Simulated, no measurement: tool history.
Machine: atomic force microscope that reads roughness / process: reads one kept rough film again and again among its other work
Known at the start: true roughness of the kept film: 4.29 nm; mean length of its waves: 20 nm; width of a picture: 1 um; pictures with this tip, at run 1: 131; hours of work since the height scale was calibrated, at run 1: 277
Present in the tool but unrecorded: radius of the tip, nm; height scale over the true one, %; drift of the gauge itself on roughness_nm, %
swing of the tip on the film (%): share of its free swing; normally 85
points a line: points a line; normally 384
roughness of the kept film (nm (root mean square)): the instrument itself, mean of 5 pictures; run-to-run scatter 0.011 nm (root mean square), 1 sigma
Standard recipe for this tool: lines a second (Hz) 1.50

run,hour,lines a second (Hz),swing of the tip on the film (%),points a line,pictures with this tip,hours of work since the height scale was calibrated,roughness of the kept film (nm (root mean square))
1,0.0,1.50,85,384,131,277,1.989
2,32.5,1.50,58,384,168,297,2.031
3,60.1,1.50,67,384,199,314,1.917
4,78.4,2.55,85,384,219,326,1.641
# hour 97.4: new tip fitted
5,118.3,2.55,85,727,23,350,2.417
6,138.3,0.92,85,727,45,363,2.561
7,161.6,0.92,85,727,71,377,2.429
8,188.3,3.83,85,384,101,394,1.897
9,229.2,2.82,85,997,147,419,1.880
10,253.0,2.82,85,997,173,434,1.796
# hour 257.6: height scale calibrated on a step standard
11,279.6,1.06,70,384,202,14,1.949
# hour 315.0: new tip fitted
12,320.4,0.54,74,312,6,39,2.816
13,355.5,0.54,74,312,45,61,2.612
# hour 369.8: height scale calibrated on a step standard, once more
14,391.1,1.13,62,318,84,13,2.411
15,424.7,1.08,85,400,121,34,2.168

How the hidden state differs across the entries between the runs, from the last listed run before each to the first after it:
After run 4, before run 5: new tip fitted (hour 97.4)
  radius of the tip, nm: 27.9 -> 11.8; height scale over the true one, %: 0.17 -> 0.19
  the result without the hidden state subtracted from the measured one, roughness of the kept film (nm (root mean square)): -0.873 -> -0.124
After run 10, before run 11: height scale calibrated on a step standard (hour 257.6)
  radius of the tip, nm: 23.5 -> 25.8; height scale over the true one, %: 0.26 -> 0.34
  the result without the hidden state subtracted from the measured one, roughness of the kept film (nm (root mean square)): -0.716 -> -0.908
After run 11, before run 12: new tip fitted (hour 315.0)
  radius of the tip, nm: 25.8 -> 10.7; height scale over the true one, %: 0.34 -> 0.36
  the result without the hidden state subtracted from the measured one, roughness of the kept film (nm (root mean square)): -0.908 -> -0.050
After run 13, before run 14: height scale calibrated on a step standard, once more (hour 369.8)
  radius of the tip, nm: 13.4 -> 16.5; height scale over the true one, %: 0.37 -> 0.07
  the result without the hidden state subtracted from the measured one, roughness of the kept film (nm (root mean square)): -0.254 -> -0.463
